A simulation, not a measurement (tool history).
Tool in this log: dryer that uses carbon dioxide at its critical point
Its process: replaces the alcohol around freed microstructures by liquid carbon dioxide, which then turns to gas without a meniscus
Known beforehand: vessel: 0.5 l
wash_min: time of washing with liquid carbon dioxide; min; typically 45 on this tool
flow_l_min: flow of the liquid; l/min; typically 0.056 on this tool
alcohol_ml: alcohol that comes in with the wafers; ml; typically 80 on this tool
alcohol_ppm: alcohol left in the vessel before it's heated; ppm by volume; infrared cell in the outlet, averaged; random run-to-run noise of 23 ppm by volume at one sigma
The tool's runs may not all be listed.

| run | hour | wash_min | flow_l_min | alcohol_ml | alcohol_ppm |
|---|---|---|---|---|---|
| 1 | 0 | 45 | 0.056 | 80 | 3157 |
|  | 54.8 | inlet filter changed |
| 2 | 70.6 | 32 | 0.056 | 80 | 6265 |
| 3 | 143.8 | 32 | 0.056 | 80 | 6807 |
| 4 | 214.9 | 32 | 0.056 | 80 | 7960 |
| 5 | 277.7 | 32 | 0.056 | 80 | 8631 |
| 6 | 347.9 | 32 | 0.056 | 80 | 9942 |
|  | 373.7 | inlet filter changed |
| 7 | 413.8 | 32 | 0.056 | 80 | 6385 |
| 8 | 454.8 | 45 | 0.056 | 80 | 2033 |
| 9 | 497.4 | 45 | 0.056 | 80 | 2160 |
| 10 | 564.6 | 45 | 0.056 | 80 | 2648 |
| 11 | 606 | 45 | 0.056 | 80 | 2821 |
| 12 | 672.6 | 45 | 0.0909 | 80 | 498 |
|  | 691.5 | inlet filter changed |
| 13 | 734.3 | 45 | 0.0909 | 80 | 319 |
| 14 | 800 | 45 | 0.0909 | 80 | 356 |
| 15 | 838.6 | 47 | 0.0909 | 80 | 339 |
| 16 | 873.7 | 45 | 0.056 | 80 | 2574 |
| 17 | 923.4 | 45 | 0.056 | 80 | 2827 |
| 18 | 972.6 | 33 | 0.0854 | 85 | 2419 |
|  | 1011.2 | inlet filter changed |
| 19 | 1039.7 | 45 | 0.056 | 75 | 1765 |
| 20 | 1101.5 | 45 | 0.07 | 31 | 501 |
| 21 | 1157.9 | 56 | 0.0839 | 31 | 266 |
| 22 | 1191.4 | 63 | 0.0361 | 31 | 1546 |
| 23 | 1252.5 | 45 | 0.0452 | 75 | 5819 |
| 24 | 1304.7 | 34 | 0.0719 | 34 | 1837 |
|  | 1331.1 | inlet filter changed |
| 25 | 1353.1 | 49 | 0.0498 | 25 | 835 |
| 26 | 1422.9 | 49 | 0.0498 | 25 | 939 |
| 27 | 1475.5 | 49 | 0.0498 | 25 | 1026 |
| 28 | 1524.1 | 49 | 0.0498 | 25 | 1173 |
|  | 1541.3 | purifier's bed changed |
| 29 | 1574.7 | 45 | 0.0928 | 82 | 225 |
| 30 | 1615.3 | 34 | 0.0928 | 82 | 1230 |
|  | 1649.6 | inlet filter changed |
| 31 | 1650 | 33 | 0.056 | 42 | 2800 |
| 32 | 1687.1 | 33 | 0.056 | 53 | 3793 |
| 33 | 1735.4 | 33 | 0.056 | 43 | 3319 |
| 34 | 1784.7 | 54 | 0.056 | 42 | 507 |

Predict each of these 3 candidate next runs independently; none follows another, all start after run 34:
| A | 1824.4 | 45 | 0.0765 | 22 | ? |
| B | 1824.4 | 54 | 0.0387 | 70 | ? |
| C | 1824.4 | 47 | 0.0602 | 72 | ? |

| run | alcohol_ppm |
|---|---|
| A | 203 |
| B | 4079 |
| C | 1344 |
Stripped of hidden state, with their random variation kept, the same runs would have yielded:
| run | alcohol_ppm |
|---|---|
| A | 99 |
| B | 2782 |
| C | 798 |
